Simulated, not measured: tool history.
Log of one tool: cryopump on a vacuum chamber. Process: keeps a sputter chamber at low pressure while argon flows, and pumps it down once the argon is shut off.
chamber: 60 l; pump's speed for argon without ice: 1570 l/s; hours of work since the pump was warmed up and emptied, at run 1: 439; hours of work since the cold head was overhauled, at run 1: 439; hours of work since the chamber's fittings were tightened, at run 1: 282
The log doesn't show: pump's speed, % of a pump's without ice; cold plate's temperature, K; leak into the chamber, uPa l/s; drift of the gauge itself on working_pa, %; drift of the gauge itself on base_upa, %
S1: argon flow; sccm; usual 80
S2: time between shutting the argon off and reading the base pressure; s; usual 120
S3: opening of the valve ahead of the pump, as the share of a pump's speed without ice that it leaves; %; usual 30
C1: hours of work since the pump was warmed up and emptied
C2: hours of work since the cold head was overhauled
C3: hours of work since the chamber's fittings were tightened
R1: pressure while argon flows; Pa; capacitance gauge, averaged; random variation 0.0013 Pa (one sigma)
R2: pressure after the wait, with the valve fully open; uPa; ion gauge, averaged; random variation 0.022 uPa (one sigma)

run 1 day=0 | S1=80 S2=120 S3=30 | C1=439 C2=439 C3=282 | R1=0.3017 R2=1.11
run 2 day=1.25 | S1=80 S2=120 S3=30 | C1=465 C2=465 C3=308 | R1=0.304 R2=1.14
run 3 day=1.808 | S1=80 S2=120 S3=30 | C1=477 C2=477 C3=319 | R1=0.3034 R2=1.17
run 4 day=2.408 | S1=80 S2=120 S3=40 | C1=489 C2=489 C3=332 | R1=0.2317 R2=1.2
run 5 day=2.917 | S1=80 S2=120 S3=40 | C1=500 C2=500 C3=342 | R1=0.2306 R2=1.24
run 6 day=4.017 | S1=80 S2=120 S3=56 | C1=523 C2=523 C3=365 | R1=0.1712 R2=1.28
run 7 day=4.646 | S1=80 S2=120 S3=56 | C1=536 C2=536 C3=378 | R1=0.1712 R2=1.32
run 8 day=5.492 | S1=35 S2=120 S3=30 | C1=553 C2=553 C3=396 | R1=0.1334 R2=1.33
run 9 day=6.229 | S1=37 S2=120 S3=57 | C1=569 C2=569 C3=411 | R1=0.0789 R2=1.29
run 10 day=6.75 | S1=99 S2=49 S3=50 | C1=580 C2=580 C3=422 | R1=0.2369 R2=2.05
run 11 day=7.588 | S1=80 S2=120 S3=26 | C1=597 C2=597 C3=440 | R1=0.3501 R2=1.39
run 12 day=8.242 | S1=50 S2=120 S3=52 | C1=611 C2=611 C3=453 | R1=0.1178 R2=1.39
run 13 day=9.312 | S1=63 S2=119 S3=57 | C1=633 C2=633 C3=476 | R1=0.1359 R2=1.52
run 14 day=10.271 | S1=79 S2=27 S3=16 | C1=653 C2=653 C3=496 | R1=0.5546 R2=3.19

The next listed run, before its measurement:
run 15 day=11.125 | S1=62 S2=82 S3=29 | C1=671 C2=671 C3=513 | R1=? R2=?

R1: 0.2496 Pa
R2: 1.79 uPa
Without the tool's hidden state the same run would have given R1 0.2313 Pa, R2 0.92 uPa.
